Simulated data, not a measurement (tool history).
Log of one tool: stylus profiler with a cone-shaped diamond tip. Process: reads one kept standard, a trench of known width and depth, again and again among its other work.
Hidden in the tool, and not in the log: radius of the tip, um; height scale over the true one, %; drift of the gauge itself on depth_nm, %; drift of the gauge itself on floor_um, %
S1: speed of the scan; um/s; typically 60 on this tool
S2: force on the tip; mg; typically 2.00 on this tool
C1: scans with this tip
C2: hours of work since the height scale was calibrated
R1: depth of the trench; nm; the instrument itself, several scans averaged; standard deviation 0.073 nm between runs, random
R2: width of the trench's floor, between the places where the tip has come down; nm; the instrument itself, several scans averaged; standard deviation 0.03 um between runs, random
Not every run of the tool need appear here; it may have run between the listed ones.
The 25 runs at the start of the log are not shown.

run 26 hour=993.6 | S1=50 S2=3.08 | C1=7210 C2=1512 | R1=102.34 R2=28060
run 27 hour=1031.0 | S1=76 S2=1.21 | C1=7330 C2=1537 | R1=101.58 R2=27720
run 28 hour=1084.2 | S1=77 S2=2.82 | C1=7502 C2=1573 | R1=102.29 R2=27930
run 29 hour=1125.2 | S1=77 S2=2.82 | C1=7634 C2=1601 | R1=102.23 R2=27910
run 30 hour=1169.5 | S1=26 S2=2.01 | C1=7777 C2=1631 | R1=102.00 R2=28180
run 31 hour=1199.1 | S1=127 S2=1.70 | C1=7872 C2=1651 | R1=101.91 R2=27470
run 32 hour=1245.8 | S1=113 S2=4.30 | C1=8023 C2=1683 | R1=102.74 R2=27880
run 33 hour=1300.1 | S1=105 S2=3.58 | C1=8198 C2=1719 | R1=102.55 R2=27910
run 34 hour=1342.3 | S1=26 S2=1.19 | C1=8334 C2=1748 | R1=101.74 R2=28010
run 35 hour=1367.4 | S1=26 S2=1.19 | C1=8415 C2=1765 | R1=101.67 R2=28100
run 36 hour=1397.5 | S1=43 S2=4.52 | C1=8512 C2=1785 | R1=103.04 R2=28150
run 37 hour=1440.7 | S1=43 S2=4.52 | C1=8651 C2=1814 | R1=102.96 R2=28120
run 38 hour=1486.0 | S1=43 S2=4.52 | C1=8797 C2=1845 | R1=103.06 R2=28150
run 39 hour=1535.2 | S1=43 S2=4.52 | C1=8956 C2=1878 | R1=103.08 R2=28080
run 40 hour=1584.0 | S1=37 S2=1.71 | C1=9113 C2=1911 | R1=102.07 R2=28000
run 41 hour=1629.7 | S1=15 S2=3.79 | C1=9261 C2=1942 | R1=102.79 R2=28190
run 42 hour=1661.0 | S1=20 S2=0.96 | C1=9361 C2=1963 | R1=101.63 R2=28030
run 43 hour=1693.9 | S1=20 S2=0.96 | C1=9467 C2=1986 | R1=101.68 R2=28080
run 44 hour=1726.6 | S1=204 S2=2.16 | C1=9573 C2=2008 | R1=102.35 R2=27050
run 45 hour=1773.3 | S1=122 S2=0.70 | C1=9723 C2=2039 | R1=101.39 R2=27000

4 ways to go on from here, each from the tool as it stands after run 45. What would each give?
run A hour=1810.6 | S1=109 S2=0.70 | C1=9844 C2=2065 | R1=? R2=?
run B hour=1810.6 | S1=30 S2=0.70 | C1=9844 C2=2065 | R1=? R2=?
run C hour=1810.6 | S1=203 S2=2.04 | C1=9844 C2=2065 | R1=? R2=?
run D hour=1810.6 | S1=122 S2=3.28 | C1=9844 C2=2065 | R1=? R2=?

run=A R1=101.55 R2=27180
run=B R1=101.52 R2=27900
run=C R1=102.16 R2=27060
run=D R1=102.80 R2=27650
Stripped of hidden state, with their random variation kept, the same runs would have yielded:
run=A R1=100.72 R2=27740
run=B R1=100.69 R2=28460
run=C R1=101.32 R2=27610
run=D R1=101.96 R2=28200
